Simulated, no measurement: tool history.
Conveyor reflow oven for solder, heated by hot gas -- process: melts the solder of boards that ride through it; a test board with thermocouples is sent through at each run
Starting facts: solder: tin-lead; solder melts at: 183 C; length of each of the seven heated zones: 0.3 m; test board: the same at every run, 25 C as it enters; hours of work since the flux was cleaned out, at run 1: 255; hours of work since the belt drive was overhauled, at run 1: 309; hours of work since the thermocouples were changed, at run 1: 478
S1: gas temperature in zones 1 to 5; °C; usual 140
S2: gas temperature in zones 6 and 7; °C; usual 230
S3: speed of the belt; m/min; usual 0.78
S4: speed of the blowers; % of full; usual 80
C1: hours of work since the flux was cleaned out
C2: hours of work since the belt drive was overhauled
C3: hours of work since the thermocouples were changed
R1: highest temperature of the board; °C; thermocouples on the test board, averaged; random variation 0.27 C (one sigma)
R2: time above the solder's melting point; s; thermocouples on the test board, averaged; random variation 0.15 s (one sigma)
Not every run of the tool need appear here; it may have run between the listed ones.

run	day	S1	S2	S3	S4	C1	C2	C3	R1	R2
1	0	140	230	0.78	80	255	309	478	210.8	31.1
2	0.433	140	230	0.78	80	259	313	482	210.4	31.3
3	0.804	140	226	0.78	80	262	317	486	207	29.3
4	1.208	140	226	0.78	80	266	320	490	207.2	29.4
5	1.942	140	230	0.78	80	274	328	497	210.5	31
6	2.829	140	230	0.78	80	282	336	506	210.4	31.1
7	3.604	140	230	0.78	80	290	344	513	210.6	30.9
8	4.112	140	230	0.751	80	295	349	518	211.6	33.1
9	4.879	129	230	0.751	80	302	357	526	209.2	29.6
10	5.271	129	230	0.751	80	306	360	530	208.9	29.4
# day 5.488: belt drive overhauled, speed set with a stopwatch
11	5.888	129	230	0.751	80	311	4	534	209.2	29.4
12	6.329	129	230	0.751	80	315	8	539	209.2	29.3
13	6.788	129	230	0.751	80	320	13	543	209.2	29.5
# day 7.425: flux residue cleaned out of gas plates and filters
14	7.704	129	230	0.751	80	3	20	550	211.4	31.2
15	8.304	140	222	0.78	80	9	26	556	205.2	28.4
16	8.833	149	237	0.69	72	14	31	561	221	44.5
# day 9.525: belt drive overhauled, speed set with a stopwatch, once more
17	9.675	145	230	0.623	80	20	1	568	218.3	46.7
18	10.242	140	233	0.924	80	26	7	573	208	24.1
19	10.925	140	233	0.924	80	33	14	580	208.4	24.2
20	11.621	140	233	0.924	80	40	21	587	208.5	24.2
21	12.467	140	233	0.924	80	48	29	595	207.5	24.2
22	12.896	140	233	0.924	80	52	33	599	208.1	24.2
23	13.442	150	223	0.78	58	57	38	605	201.9	27
24	14.046	150	223	0.78	58	63	44	611	201.8	26.6
25	14.517	152	239	0.78	80	68	49	615	221.1	39.2
26	14.971	152	239	0.78	80	72	53	620	221	39.2
27	15.496	144	239	0.78	71	78	59	625	216.9	35.1
28	15.988	140	230	0.736	83	82	63	630	213.6	35.2
29	16.762	140	230	0.736	83	90	71	637	214	35.3
30	17.383	151	232	0.827	64	96	77	644	209	30.2

Branching from run 30: 4 alternative next runs. What would each branch give?
A	18.225	142	233	0.734	80	104	85	652	?	?
B	18.225	138	232	0.827	64	104	85	652	?	?
C	18.225	140	230	0.727	80	104	85	652	?	?
D	18.225	139	232	0.827	64	104	85	652	?	?

run	R1	R2
A	216.3	36.7
B	206	25.3
C	213.3	35.4
D	206.2	25.3
Without the tool's unlogged condition, the same runs would have read:
run	R1	R2
A	217.4	37.3
B	207.2	26.1
C	214.4	36.1
D	207.4	26.1
